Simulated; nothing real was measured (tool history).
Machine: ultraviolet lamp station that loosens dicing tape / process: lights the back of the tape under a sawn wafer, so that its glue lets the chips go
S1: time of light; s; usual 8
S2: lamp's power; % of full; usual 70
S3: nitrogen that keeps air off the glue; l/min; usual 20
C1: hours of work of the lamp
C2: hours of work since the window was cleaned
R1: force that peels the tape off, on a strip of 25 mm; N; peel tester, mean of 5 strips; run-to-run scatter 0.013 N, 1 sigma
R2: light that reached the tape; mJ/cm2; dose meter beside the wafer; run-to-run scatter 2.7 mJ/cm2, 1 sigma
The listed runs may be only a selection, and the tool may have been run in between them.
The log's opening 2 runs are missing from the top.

run,hour,S1,S2,S3,C1,C2,R1,R2
3,27.3,6,70,20,495,423,0.954,278
4,49.9,8,70,22,506,434,0.551,372
5,60.2,8,70,22,511,439,0.553,368
6,81.8,8,70,20,522,450,0.591,363
7,102.8,8,70,14,532,460,0.785,363
8,119.6,8,70,20,540,468,0.596,366
9,131.0,8,70,20,546,474,0.612,370
10,143.2,8,70,20,552,480,0.606,365
11,168.4,8,70,20,564,492,0.574,369
12,184.4,8,70,20,572,500,0.588,366
13,201.0,8,70,20,580,508,0.586,369
14,224.3,8,70,20,592,520,0.591,363
15,239.5,8,70,20,599,527,0.607,370
16,257.9,8,70,15,608,536,0.748,366
17,275.3,8,70,15,617,545,0.736,365
18,293.9,8,70,15,626,554,0.727,363
19,305.6,8,70,15,631,559,0.713,367
20,327.9,8,70,10,642,570,0.986,365
21,348.4,8,70,9,652,580,1.062,366
22,363.9,8,70,37,660,588,0.384,366
23,383.5,8,70,37,670,598,0.394,360
24,403.9,4,70,9,680,608,2.296,186
25,427.4,4,89,36,691,619,0.886,233
26,451.5,4,83,10,703,631,1.899,217

Run 27 has not been measured yet. What should we expect?
27,468.4,4,83,10,711,639,?,?

R1: 1.884 N
R2: 215 mJ/cm2
Minus the tool's unlogged condition, the same run would have read R1 1.879 N, R2 215 mJ/cm2.
